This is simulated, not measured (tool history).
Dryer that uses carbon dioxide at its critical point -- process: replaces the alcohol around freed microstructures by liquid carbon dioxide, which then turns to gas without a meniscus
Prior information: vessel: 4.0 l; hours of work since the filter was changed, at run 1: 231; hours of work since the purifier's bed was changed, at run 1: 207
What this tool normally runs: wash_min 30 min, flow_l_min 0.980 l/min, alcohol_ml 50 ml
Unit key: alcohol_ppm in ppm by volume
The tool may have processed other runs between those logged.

| run | hour | wash_min | flow_l_min | alcohol_ml | hours of work since the filter was changed | hours of work since the purifier's bed was changed | alcohol_ppm |
|---|---|---|---|---|---|---|---|
| 1 | 0.0 | 30 | 0.980 | 50 | 231 | 207 | 103 |
| 2 | 9.1 | 30 | 0.596 | 50 | 237 | 213 | 616 |
| 3 | 24.9 | 30 | 0.596 | 50 | 247 | 223 | 627 |
| 4 | 34.4 | 30 | 0.980 | 50 | 253 | 229 | 124 |
| 5 | 43.4 | 32 | 0.980 | 50 | 259 | 235 | 90 |
| 6 | 53.0 | 32 | 0.980 | 50 | 265 | 241 | 102 |
| 7 | 65.9 | 32 | 0.980 | 50 | 273 | 249 | 111 |
|  | 75.0 | inlet filter changed |
| 8 | 81.9 | 32 | 0.980 | 50 | 4 | 259 | 80 |
| 9 | 101.1 | 30 | 0.980 | 24 | 17 | 271 | 80 |
| 10 | 116.8 | 30 | 0.980 | 24 | 27 | 281 | 77 |
| 11 | 128.9 | 30 | 0.980 | 24 | 35 | 289 | 78 |
| 12 | 141.9 | 30 | 1.480 | 24 | 43 | 297 | 61 |
| 13 | 152.9 | 30 | 1.480 | 24 | 50 | 304 | 64 |
| 14 | 168.0 | 30 | 1.480 | 24 | 60 | 314 | 71 |
| 15 | 183.7 | 37 | 0.824 | 88 | 70 | 324 | 121 |
| 16 | 192.8 | 37 | 0.824 | 88 | 76 | 330 | 140 |
| 17 | 207.4 | 20 | 0.632 | 44 | 85 | 339 | 1076 |
| 18 | 227.3 | 20 | 0.632 | 44 | 98 | 352 | 1077 |
| 19 | 241.9 | 20 | 0.632 | 44 | 107 | 361 | 1103 |
| 20 | 252.2 | 30 | 1.634 | 110 | 114 | 368 | 76 |
| 21 | 272.2 | 23 | 0.701 | 88 | 127 | 381 | 1175 |
| 22 | 291.5 | 23 | 0.701 | 88 | 139 | 393 | 1207 |
| 23 | 301.7 | 23 | 1.526 | 25 | 146 | 400 | 88 |
| 24 | 319.0 | 24 | 0.729 | 50 | 157 | 411 | 582 |
| 25 | 329.6 | 44 | 0.871 | 80 | 163 | 418 | 99 |

Some steps in alcohol_ppm, run to run, broken into two amounts with sign: the step expected even without the hidden condition (settings, incoming material, random variation), and the rest, left for the hidden condition together with whatever gauge scatter is not in both the measured and the hidden-condition-free result:
What the log doesn't record here: flow that reaches the vessel past the clogged filter, %; alcohol in the recycled carbon dioxide, ppm; drift of the gauge itself on alcohol_ppm, %.
Run 20 -> 21: wash_min 30 -> 23, flow_l_min 1.634 -> 0.701, alcohol_ml 110 -> 88. alcohol_ppm +1099 ppm by volume: hidden state +201, all else +898.
Run 22 -> 23: flow_l_min 0.701 -> 1.526, alcohol_ml 88 -> 25. alcohol_ppm -1119 ppm by volume: hidden state -220, all else -899.

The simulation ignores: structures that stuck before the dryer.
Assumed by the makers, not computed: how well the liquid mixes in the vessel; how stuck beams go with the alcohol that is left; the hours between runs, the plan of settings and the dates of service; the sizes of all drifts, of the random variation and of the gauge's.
